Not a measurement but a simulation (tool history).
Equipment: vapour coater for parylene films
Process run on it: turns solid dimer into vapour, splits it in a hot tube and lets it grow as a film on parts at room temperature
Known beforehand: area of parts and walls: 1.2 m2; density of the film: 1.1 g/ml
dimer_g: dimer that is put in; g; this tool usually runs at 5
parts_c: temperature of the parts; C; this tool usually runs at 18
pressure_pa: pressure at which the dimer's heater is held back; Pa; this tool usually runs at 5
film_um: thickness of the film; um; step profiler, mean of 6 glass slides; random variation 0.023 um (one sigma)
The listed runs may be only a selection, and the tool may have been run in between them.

run     day  dimer_g  parts_c  pressure_pa  film_um
  1       0        5       18            5     2.38
  2   1.508        5       18            5     2.41
  3   2.933        3       18            5     1.41
  4   3.854        3       18            5     1.48
  5   5.229        5       18         9.04     2.31
  6   6.904        5       18            5     2.39
  7   8.054        5       18            5     2.37
  8     9.4        5       18            5     2.36
  9  10.654        5       18            5     2.39
 10  11.646        3       18            5     1.42
 11    13.3        3       18         5.41     1.44
 12    14.3        3       18         5.41     1.42
 13  15.221        3       18         5.41     1.41
 14  16.617        8       26         6.56     2.74
 15  17.975        8       26         6.56      2.7
 16  19.575        8       12         3.61     4.77
 17  20.808        9       12         9.76     5.02
 18  22.354        4       14         4.33     2.14
 19  23.321        4       14         4.33      2.2
 20  24.596        4       14         4.33     2.14
 21  25.738        4       14         4.33     2.18
 22  27.192        4       14         4.33     2.16
 23  28.021        2       19         3.21     0.87
 24  29.392        3       13            5     1.66

Pick out some run-to-run changes in film_um. Of each, how much would a tool without hidden state show as well, from the settings, what came in and chance, and how much is left for the hidden state and any gauge scatter not in both results compared?
What the log doesn't record here: vapour lost through the trap's worn valve, %; true temperature of the parts over the reading, C; drift of the gauge itself on film_um, %.
Run 15 -> 16: parts_c 26 -> 12, pressure_pa 6.56 -> 3.61. film_um +2.07 um: hidden state -0.15, all else +2.22.
Run 17 -> 18: dimer_g 9 -> 4, parts_c 12 -> 14, pressure_pa 9.76 -> 4.33. film_um -2.88 um: hidden state +0.19, all else -3.07.
